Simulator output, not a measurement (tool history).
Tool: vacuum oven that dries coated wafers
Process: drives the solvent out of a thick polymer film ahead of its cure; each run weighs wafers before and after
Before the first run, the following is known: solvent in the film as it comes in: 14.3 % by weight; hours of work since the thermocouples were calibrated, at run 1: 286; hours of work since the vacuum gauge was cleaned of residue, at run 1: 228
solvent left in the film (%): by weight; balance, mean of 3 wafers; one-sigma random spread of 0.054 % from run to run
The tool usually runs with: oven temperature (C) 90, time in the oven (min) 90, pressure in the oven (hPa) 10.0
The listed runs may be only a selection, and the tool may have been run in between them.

run	hour	oven temperature (C)	time in the oven (min)	pressure in the oven (hPa)	hours of work since the thermocouples were calibrated	hours of work since the vacuum gauge was cleaned of residue	solvent left in the film (%)
1	0.0	90	90	10.0	286	228	2.12
2	32.4	90	90	10.0	308	250	2.21
3	65.3	83	90	10.0	329	271	3.85
4	86.8	83	90	10.0	343	285	3.73
5	110.4	105	90	10.0	359	301	0.54
6	130.4	105	90	10.0	372	314	0.29
7	158.8	105	90	10.0	391	333	0.45
8	172.5	105	90	10.0	400	342	0.39
9	204.3	90	90	10.0	421	363	2.25
10	236.4	83	90	10.0	442	384	3.79
11	254.5	82	90	36.3	454	396	5.27
12	287.0	82	90	36.3	476	418	5.27
13	308.8	90	117	10.0	490	432	1.59

Run 14 has not been measured yet. What should we expect?
14	324.1	85	117	34.0	500	442	?

Logged for run 14: solvent left in the film (%) 3.52.
Without the tool's hidden state the same run would have given solvent left in the film (%) 3.33.
